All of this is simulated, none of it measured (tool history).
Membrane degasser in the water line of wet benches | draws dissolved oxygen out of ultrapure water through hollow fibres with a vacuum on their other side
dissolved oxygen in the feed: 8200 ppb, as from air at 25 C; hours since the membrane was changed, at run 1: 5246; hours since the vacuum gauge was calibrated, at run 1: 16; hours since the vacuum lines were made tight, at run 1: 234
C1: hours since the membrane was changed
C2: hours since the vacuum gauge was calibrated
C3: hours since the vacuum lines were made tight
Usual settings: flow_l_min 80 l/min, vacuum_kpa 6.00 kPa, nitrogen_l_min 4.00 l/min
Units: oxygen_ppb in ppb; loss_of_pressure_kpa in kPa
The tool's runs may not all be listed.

{"run": 1, "hour": 0.0, "flow_l_min": 80, "vacuum_kpa": 6.0, "nitrogen_l_min": 4.0, "C1": 5246, "C2": 16, "C3": 234, "oxygen_ppb": 249.9, "loss_of_pressure_kpa": 65.13}
{"run": 2, "hour": 119.3, "flow_l_min": 92, "vacuum_kpa": 6.0, "nitrogen_l_min": 4.0, "C1": 5365, "C2": 136, "C3": 354, "oxygen_ppb": 300.3, "loss_of_pressure_kpa": 75.18}
{"run": 3, "hour": 186.4, "flow_l_min": 92, "vacuum_kpa": 6.0, "nitrogen_l_min": 4.0, "C1": 5432, "C2": 203, "C3": 421, "oxygen_ppb": 299.0, "loss_of_pressure_kpa": 74.94}
{"run": 4, "hour": 276.5, "flow_l_min": 80, "vacuum_kpa": 6.0, "nitrogen_l_min": 4.0, "C1": 5522, "C2": 293, "C3": 511, "oxygen_ppb": 251.4, "loss_of_pressure_kpa": 66.06}
{"run": 5, "hour": 371.4, "flow_l_min": 80, "vacuum_kpa": 6.0, "nitrogen_l_min": 4.0, "C1": 5617, "C2": 388, "C3": 606, "oxygen_ppb": 253.8, "loss_of_pressure_kpa": 65.52}
{"run": 6, "hour": 481.7, "flow_l_min": 80, "vacuum_kpa": 6.0, "nitrogen_l_min": 4.0, "C1": 5727, "C2": 498, "C3": 716, "oxygen_ppb": 259.8, "loss_of_pressure_kpa": 65.3}
{"run": 7, "hour": 601.0, "flow_l_min": 80, "vacuum_kpa": 11.92, "nitrogen_l_min": 4.0, "C1": 5847, "C2": 617, "C3": 835, "oxygen_ppb": 499.6, "loss_of_pressure_kpa": 66.45}
{"run": 8, "hour": 666.7, "flow_l_min": 80, "vacuum_kpa": 6.0, "nitrogen_l_min": 4.0, "C1": 5912, "C2": 683, "C3": 901, "oxygen_ppb": 258.0, "loss_of_pressure_kpa": 65.45}
{"run": 9, "hour": 794.9, "flow_l_min": 80, "vacuum_kpa": 6.0, "nitrogen_l_min": 4.0, "C1": 6041, "C2": 811, "C3": 1029, "oxygen_ppb": 251.0, "loss_of_pressure_kpa": 65.41}
{"run": 10, "hour": 878.0, "flow_l_min": 80, "vacuum_kpa": 6.0, "nitrogen_l_min": 4.0, "C1": 6124, "C2": 894, "C3": 1112, "oxygen_ppb": 260.0, "loss_of_pressure_kpa": 66.26}
{"hour": 886.3, "done": "vacuum gauge calibrated"}
{"run": 11, "hour": 999.0, "flow_l_min": 80, "vacuum_kpa": 6.0, "nitrogen_l_min": 4.0, "C1": 6244, "C2": 113, "C3": 1233, "oxygen_ppb": 260.5, "loss_of_pressure_kpa": 66.19}
{"run": 12, "hour": 1076.3, "flow_l_min": 55, "vacuum_kpa": 6.0, "nitrogen_l_min": 4.0, "C1": 6322, "C2": 190, "C3": 1310, "oxygen_ppb": 168.5, "loss_of_pressure_kpa": 45.41}
{"run": 13, "hour": 1174.0, "flow_l_min": 80, "vacuum_kpa": 6.0, "nitrogen_l_min": 4.0, "C1": 6419, "C2": 288, "C3": 1408, "oxygen_ppb": 257.1, "loss_of_pressure_kpa": 65.75}
{"hour": 1260.0, "done": "vacuum gauge calibrated, once more"}
{"run": 14, "hour": 1271.3, "flow_l_min": 104, "vacuum_kpa": 6.0, "nitrogen_l_min": 11.37, "C1": 6516, "C2": 11, "C3": 1505, "oxygen_ppb": 250.6, "loss_of_pressure_kpa": 85.4}
{"run": 15, "hour": 1367.3, "flow_l_min": 86, "vacuum_kpa": 6.0, "nitrogen_l_min": 2.55, "C1": 6612, "C2": 107, "C3": 1601, "oxygen_ppb": 336.0, "loss_of_pressure_kpa": 71.09}
{"run": 16, "hour": 1472.0, "flow_l_min": 86, "vacuum_kpa": 6.0, "nitrogen_l_min": 2.55, "C1": 6717, "C2": 212, "C3": 1705, "oxygen_ppb": 334.7, "loss_of_pressure_kpa": 70.81}
{"run": 17, "hour": 1608.6, "flow_l_min": 86, "vacuum_kpa": 9.7, "nitrogen_l_min": 2.55, "C1": 6853, "C2": 349, "C3": 1842, "oxygen_ppb": 576.5, "loss_of_pressure_kpa": 71.28}
{"run": 18, "hour": 1731.1, "flow_l_min": 86, "vacuum_kpa": 9.7, "nitrogen_l_min": 2.55, "C1": 6976, "C2": 471, "C3": 1965, "oxygen_ppb": 570.9, "loss_of_pressure_kpa": 70.72}
{"run": 19, "hour": 1830.7, "flow_l_min": 82, "vacuum_kpa": 6.97, "nitrogen_l_min": 3.15, "C1": 7075, "C2": 571, "C3": 2064, "oxygen_ppb": 342.5, "loss_of_pressure_kpa": 67.53}
{"run": 20, "hour": 1926.9, "flow_l_min": 95, "vacuum_kpa": 9.7, "nitrogen_l_min": 6.08, "C1": 7172, "C2": 667, "C3": 2160, "oxygen_ppb": 386.6, "loss_of_pressure_kpa": 78.77}
{"run": 21, "hour": 2032.2, "flow_l_min": 65, "vacuum_kpa": 9.7, "nitrogen_l_min": 6.13, "C1": 7277, "C2": 772, "C3": 2266, "oxygen_ppb": 258.7, "loss_of_pressure_kpa": 53.56}
{"run": 22, "hour": 2091.9, "flow_l_min": 51, "vacuum_kpa": 6.0, "nitrogen_l_min": 2.41, "C1": 7337, "C2": 832, "C3": 2325, "oxygen_ppb": 198.8, "loss_of_pressure_kpa": 42.54}
{"run": 23, "hour": 2199.3, "flow_l_min": 56, "vacuum_kpa": 6.41, "nitrogen_l_min": 5.77, "C1": 7444, "C2": 939, "C3": 2433, "oxygen_ppb": 153.9, "loss_of_pressure_kpa": 46.88}
{"run": 24, "hour": 2301.5, "flow_l_min": 60, "vacuum_kpa": 7.68, "nitrogen_l_min": 4.0, "C1": 7546, "C2": 1042, "C3": 2535, "oxygen_ppb": 240.8, "loss_of_pressure_kpa": 50.2}
{"run": 25, "hour": 2413.3, "flow_l_min": 60, "vacuum_kpa": 7.68, "nitrogen_l_min": 4.0, "C1": 7658, "C2": 1153, "C3": 2647, "oxygen_ppb": 242.3, "loss_of_pressure_kpa": 49.59}

Hidden state or all else? Some run-to-run changes of oxygen_ppb, split into what the settings, what came in and random variation would give without the hidden state, and what is left for the hidden state (with any gauge scatter that isn't in both results):
The hidden state here: membrane still open, %; true pressure behind the membrane over the reading, kPa; air that leaks in behind the membrane, l/min; drift of the gauge itself on oxygen_ppb, %; drift of the gauge itself on loss_of_pressure_kpa, %.
Run 7 -> 8: vacuum_kpa 11.92 -> 6.00. oxygen_ppb -241.6 ppb: hidden state +1.3, all else -242.9.
Run 12 -> 13: flow_l_min 55 -> 80. oxygen_ppb +88.6 ppb: hidden state +7.6, all else +81.0.
Run 16 -> 17: vacuum_kpa 6.00 -> 9.70. oxygen_ppb +241.8 ppb: hidden state +0.2, all else +241.6.
Run 20 -> 21: flow_l_min 95 -> 65, nitrogen_l_min 6.08 -> 6.13. oxygen_ppb -127.9 ppb: hidden state -7.1, all else -120.8.
